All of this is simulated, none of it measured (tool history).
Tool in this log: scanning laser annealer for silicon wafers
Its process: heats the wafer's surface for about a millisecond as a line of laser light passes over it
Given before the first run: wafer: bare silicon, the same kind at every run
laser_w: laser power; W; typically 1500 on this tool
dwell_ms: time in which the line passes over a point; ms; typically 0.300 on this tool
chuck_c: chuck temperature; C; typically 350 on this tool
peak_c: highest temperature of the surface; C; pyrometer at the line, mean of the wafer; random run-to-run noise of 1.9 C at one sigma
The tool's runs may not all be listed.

run 1 hour=0.0 | laser_w=1500 dwell_ms=0.300 chuck_c=350 | peak_c=1161
run 2 hour=23.7 | laser_w=1500 dwell_ms=0.300 chuck_c=350 | peak_c=1161
run 3 hour=50.8 | laser_w=1500 dwell_ms=0.300 chuck_c=350 | peak_c=1158
run 4 hour=89.0 | laser_w=1500 dwell_ms=0.300 chuck_c=350 | peak_c=1180
run 5 hour=112.2 | laser_w=1500 dwell_ms=0.300 chuck_c=328 | peak_c=1160
run 6 hour=138.8 | laser_w=1500 dwell_ms=0.300 chuck_c=350 | peak_c=1176
run 7 hour=163.4 | laser_w=1500 dwell_ms=0.300 chuck_c=350 | peak_c=1177
run 8 hour=190.4 | laser_w=1500 dwell_ms=0.300 chuck_c=350 | peak_c=1178
run 9 hour=224.5 | laser_w=1500 dwell_ms=0.300 chuck_c=350 | peak_c=1172
run 10 hour=240.0 | laser_w=1507 dwell_ms=0.300 chuck_c=350 | peak_c=1180
run 11 hour=274.6 | laser_w=1500 dwell_ms=0.300 chuck_c=350 | peak_c=1175
run 12 hour=292.9 | laser_w=1500 dwell_ms=0.300 chuck_c=350 | peak_c=1175
run 13 hour=316.8 | laser_w=1500 dwell_ms=0.300 chuck_c=350 | peak_c=1169
run 14 hour=339.5 | laser_w=1500 dwell_ms=0.300 chuck_c=350 | peak_c=1168
run 15 hour=356.2 | laser_w=1500 dwell_ms=0.300 chuck_c=350 | peak_c=1186
run 16 hour=373.5 | laser_w=1500 dwell_ms=0.300 chuck_c=350 | peak_c=1186
run 17 hour=402.3 | laser_w=1500 dwell_ms=0.300 chuck_c=350 | peak_c=1187
run 18 hour=437.0 | laser_w=1500 dwell_ms=0.279 chuck_c=350 | peak_c=1150
run 19 hour=451.6 | laser_w=1500 dwell_ms=0.307 chuck_c=350 | peak_c=1194
run 20 hour=482.1 | laser_w=1500 dwell_ms=0.307 chuck_c=342 | peak_c=1183
run 21 hour=515.7 | laser_w=1500 dwell_ms=0.307 chuck_c=342 | peak_c=1186
run 22 hour=546.6 | laser_w=1500 dwell_ms=0.307 chuck_c=342 | peak_c=1185
run 23 hour=566.8 | laser_w=1500 dwell_ms=0.307 chuck_c=342 | peak_c=1184
run 24 hour=586.5 | laser_w=1317 dwell_ms=0.212 chuck_c=352 | peak_c=949
run 25 hour=604.5 | laser_w=1333 dwell_ms=0.265 chuck_c=325 | peak_c=1009
run 26 hour=627.1 | laser_w=1481 dwell_ms=0.265 chuck_c=377 | peak_c=1137
run 27 hour=649.5 | laser_w=1368 dwell_ms=0.227 chuck_c=337 | peak_c=975
run 28 hour=673.8 | laser_w=1368 dwell_ms=0.227 chuck_c=337 | peak_c=980
run 29 hour=693.2 | laser_w=1368 dwell_ms=0.247 chuck_c=337 | peak_c=1008
run 30 hour=715.7 | laser_w=1368 dwell_ms=0.344 chuck_c=337 | peak_c=1144
run 31 hour=735.5 | laser_w=1602 dwell_ms=0.273 chuck_c=355 | peak_c=1190
run 32 hour=771.4 | laser_w=1602 dwell_ms=0.273 chuck_c=355 | peak_c=1191
run 33 hour=794.0 | laser_w=1500 dwell_ms=0.247 chuck_c=380 | peak_c=1117
run 34 hour=819.4 | laser_w=1449 dwell_ms=0.259 chuck_c=350 | peak_c=1079
run 35 hour=834.8 | laser_w=1449 dwell_ms=0.259 chuck_c=350 | peak_c=1078
run 36 hour=850.8 | laser_w=1569 dwell_ms=0.330 chuck_c=324 | peak_c=1233
run 37 hour=886.3 | laser_w=1452 dwell_ms=0.300 chuck_c=350 | peak_c=1139
run 38 hour=905.3 | laser_w=1452 dwell_ms=0.300 chuck_c=350 | peak_c=1139
run 39 hour=941.2 | laser_w=1452 dwell_ms=0.300 chuck_c=323 | peak_c=1124
run 40 hour=972.2 | laser_w=1336 dwell_ms=0.374 chuck_c=337 | peak_c=1166
run 41 hour=1005.4 | laser_w=1305 dwell_ms=0.300 chuck_c=379 | peak_c=1092

Withheld: 3 entries from between the runs. Position of each, and hidden state at the listed run before versus the listed run after:
Logged between run 3 and run 4: optics aligned, line set to its width (hour 69.2)
  light that passes the window, % of a clean one's: 99.03 -> 98.94; width of the line over the set one, %: 5.6 -> 0.11
  measured minus no-state result, peak_c: -30 -> -10 C
Logged between run 14 and run 15: window over the wafer cleaned (hour 354.7)
  light that passes the window, % of a clean one's: 98.24 -> 99.96; laser's true power over the reading, %: -0.03 -> -0.02; width of the line over the set one, %: 0.74 -> 0.78
  measured minus no-state result, peak_c: -19 -> -4 C
Logged between run 38 and run 39: window over the wafer cleaned (hour 922.8)
  light that passes the window, % of a clean one's: 98.44 -> 99.42; width of the line over the set one, %: 2.11 -> 2.19
  measured minus no-state result, peak_c: -20 -> -12 C
